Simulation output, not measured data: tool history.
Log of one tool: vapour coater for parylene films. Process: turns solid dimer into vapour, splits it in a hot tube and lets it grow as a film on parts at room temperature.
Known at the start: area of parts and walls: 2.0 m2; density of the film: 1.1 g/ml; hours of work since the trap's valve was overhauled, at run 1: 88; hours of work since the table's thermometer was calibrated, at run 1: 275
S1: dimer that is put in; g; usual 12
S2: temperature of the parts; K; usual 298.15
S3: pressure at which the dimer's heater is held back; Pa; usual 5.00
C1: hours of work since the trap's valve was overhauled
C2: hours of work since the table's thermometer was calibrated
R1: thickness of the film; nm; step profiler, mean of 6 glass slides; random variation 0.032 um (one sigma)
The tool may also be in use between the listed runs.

Run 1, hour 0.0: usual settings; C1 88; C2 275. Result: R1 2990 nm.
Run 2, hour 40.5: usual settings but S2 295.15 K; C1 110; C2 296. Result: R1 3260 nm.
Run 3, hour 65.7: usual settings but S2 297.15 K; C1 123; C2 310. Result: R1 3050 nm.
Run 4, hour 93.1: usual settings but S2 297.15 K, S3 11.91 Pa; C1 138; C2 324. Result: R1 2700 nm.
Run 5, hour 134.0: usual settings but S2 297.15 K, S3 11.91 Pa; C1 160; C2 346. Result: R1 2620 nm.
Run 6, hour 157.6: usual settings but S1 15 g; C1 172; C2 359. Result: R1 3520 nm.
Run 7, hour 185.3: usual settings but S1 15 g; C1 187; C2 374. Result: R1 3520 nm.
Run 8, hour 226.2: usual settings but S1 15 g; C1 209; C2 396. Result: R1 3550 nm.
Run 9, hour 245.5: usual settings but S1 15 g; C1 219; C2 406. Result: R1 3500 nm.
Run 10, hour 265.6: usual settings; C1 230; C2 417. Result: R1 2810 nm.
Run 11, hour 286.0: usual settings; C1 241; C2 428. Result: R1 2760 nm.
Run 12, hour 308.9: usual settings but S2 294.15 K; C1 253; C2 440. Result: R1 3230 nm.
Run 13, hour 345.0: usual settings but S2 294.15 K; C1 272; C2 459. Result: R1 3200 nm.
Run 14, hour 382.2: usual settings but S2 294.15 K; C1 292; C2 479. Result: R1 3150 nm.
Run 15, hour 414.6: usual settings but S1 11 g, S2 295.15 K; C1 310; C2 496. Result: R1 2760 nm.
At hour 453.4: trap's valve overhauled.
Run 16, hour 455.8: usual settings but S2 292.15 K, S3 6.64 Pa; C1 1; C2 516. Result: R1 3560 nm.
Run 17, hour 496.1: usual settings but S2 305.15 K, S3 6.64 Pa; C1 23; C2 538. Result: R1 2180 nm.
Run 18, hour 541.0: usual settings but S2 305.15 K, S3 6.64 Pa; C1 47; C2 562. Result: R1 2160 nm.
Run 19, hour 579.9: usual settings but S1 5 g, S2 293.15 K, S3 4.93 Pa; C1 68; C2 582. Result: R1 1450 nm.
Run 20, hour 625.2: usual settings but S1 15 g, S2 293.15 K, S3 4.93 Pa; C1 92; C2 607. Result: R1 4390 nm.
Run 21, hour 661.3: usual settings but S2 291.15 K; C1 111; C2 626. Result: R1 3810 nm.
Run 22, hour 697.5: usual settings but S1 11 g, S2 291.15 K, S3 2.09 Pa; C1 130; C2 645. Result: R1 3870 nm.
Run 23, hour 717.8: usual settings but S1 14 g, S2 291.15 K, S3 2.88 Pa; C1 141; C2 656. Result: R1 4650 nm.
Run 24, hour 750.1: usual settings but S1 14 g, S2 291.15 K, S3 4.44 Pa; C1 159; C2 673. Result: R1 4420 nm.
Run 25, hour 785.5: usual settings but S1 14 g, S2 291.15 K, S3 4.44 Pa; C1 177; C2 692. Result: R1 4400 nm.
Run 26, hour 808.4: usual settings but S1 16 g; C1 190; C2 705. Result: R1 3790 nm.
Run 27, hour 853.8: usual settings; C1 214; C2 729. Result: R1 2740 nm.

Forecast each of these 5 alternatives for the next run:
Run A, hour 894.7: usual settings but S2 297.15 K, S3 2.54 Pa; C1 236; C2 751. Result: R1 ?.
Run B, hour 894.7: usual settings but S3 4.71 Pa; C1 236; C2 751. Result: R1 ?.
Run C, hour 894.7: usual settings but S1 11 g, S2 306.15 K, S3 6.44 Pa; C1 236; C2 751. Result: R1 ?.
Run D, hour 894.7: usual settings but S1 21 g, S2 296.15 K, S3 4.37 Pa; C1 236; C2 751. Result: R1 ?.
Run E, hour 894.7: usual settings but S2 305.15 K, S3 3.61 Pa; C1 236; C2 751. Result: R1 ?.

run    R1
  A  3100
  B  2780
  C  1830
  D  5320
  E  2220
Without the tool's hidden state the same runs would have given:
run    R1
  A  3440
  B  3070
  C  2020
  D  5890
  E  2460

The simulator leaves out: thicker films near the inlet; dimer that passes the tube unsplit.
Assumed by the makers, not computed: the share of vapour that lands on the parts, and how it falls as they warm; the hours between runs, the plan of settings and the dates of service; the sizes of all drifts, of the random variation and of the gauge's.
